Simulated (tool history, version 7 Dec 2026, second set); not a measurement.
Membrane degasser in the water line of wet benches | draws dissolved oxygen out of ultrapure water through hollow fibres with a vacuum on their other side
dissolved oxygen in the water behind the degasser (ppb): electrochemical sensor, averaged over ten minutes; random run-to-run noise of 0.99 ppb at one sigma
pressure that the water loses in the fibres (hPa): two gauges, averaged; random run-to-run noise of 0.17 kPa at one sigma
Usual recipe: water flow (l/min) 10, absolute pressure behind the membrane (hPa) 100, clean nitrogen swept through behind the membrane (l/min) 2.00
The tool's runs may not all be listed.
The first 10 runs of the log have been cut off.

run    hour  water flow (l/min)  absolute pressure behind the membrane (hPa)  clean nitrogen swept through behind the membrane (l/min)  dissolved oxygen in the water behind the degasser (ppb)  pressure that the water loses in the fibres (hPa)
 11   550.9                  10                                          100                                                      2.00                                                    102.5                                              255.5
 12   585.8                  10                                          100                                                      2.00                                                    103.3                                              254.1
 13   635.0                   6                                          100                                                      2.00                                                     57.4                                              151.4
 14   683.7                  10                                          100                                                      2.00                                                    102.6                                              253.1
 15   738.1                  10                                          100                                                      2.00                                                    101.3                                              255.8
 16   804.0                  10                                          100                                                      2.75                                                     77.9                                              254.2
 17   837.5                  10                                          100                                                      2.75                                                     79.2                                              255.1
 18   884.4                   7                                          100                                                      1.35                                                     98.7                                              180.6
 19   947.7                  12                                          159                                                      0.92                                                    399.6                                              308.4
      951.7  -- vacuum gauge calibrated
 20  1005.3                  10                                          100                                                      3.52                                                     65.7                                              257.5
 21  1037.3                  10                                          100                                                      3.52                                                     66.8                                              257.3
 22  1094.7                   9                                          158                                                      2.00                                                    157.7                                              228.1
 23  1165.1                   9                                          158                                                      4.01                                                     85.2                                              234.8
 24  1225.1                  13                                          155                                                      4.01                                                    132.6                                              333.3
     1255.4  -- vacuum gauge calibrated, once more
 25  1288.1                  13                                          164                                                      2.26                                                    211.7                                              333.3
 26  1334.4                   6                                          100                                                      1.20                                                     88.8                                              153.7
 27  1388.5                  10                                           69                                                      1.95                                                     61.4                                              256.6
 28  1461.4                  11                                           64                                                      1.00                                                    102.2                                              282.2
 29  1531.2                  11                                           64                                                      1.00                                                    102.9                                              283.3
 30  1605.0                  11                                           64                                                      1.00                                                    101.6                                              283.8
 31  1642.8                  10                                          102                                                      2.00                                                    101.8                                              257.9
 32  1686.6                  11                                           61                                                      0.91                                                    102.2                                              283.4

3 ways to go on from here, each from the tool as it stands after run 32. What would each give?
  A  1752.0                  11                                          162                                                      1.30                                                        ?                                                  ?
  B  1752.0                   7                                          100                                                      1.22                                                        ?                                                  ?
  C  1752.0                  10                                          100                                                      1.03                                                        ?                                                  ?

run  dissolved oxygen in the water behind the degasser (ppb)  pressure that the water loses in the fibres (hPa)
  A                                                    279.2                                              279.9
  B                                                    103.4                                              177.1
  C                                                    172.0                                              253.5
With the hidden condition removed and each run's random variation left untouched, the same runs would have given:
run  dissolved oxygen in the water behind the degasser (ppb)  pressure that the water loses in the fibres (hPa)
  A                                                    269.6                                              274.0
  B                                                     98.0                                              173.3
  C                                                    165.3                                              248.1
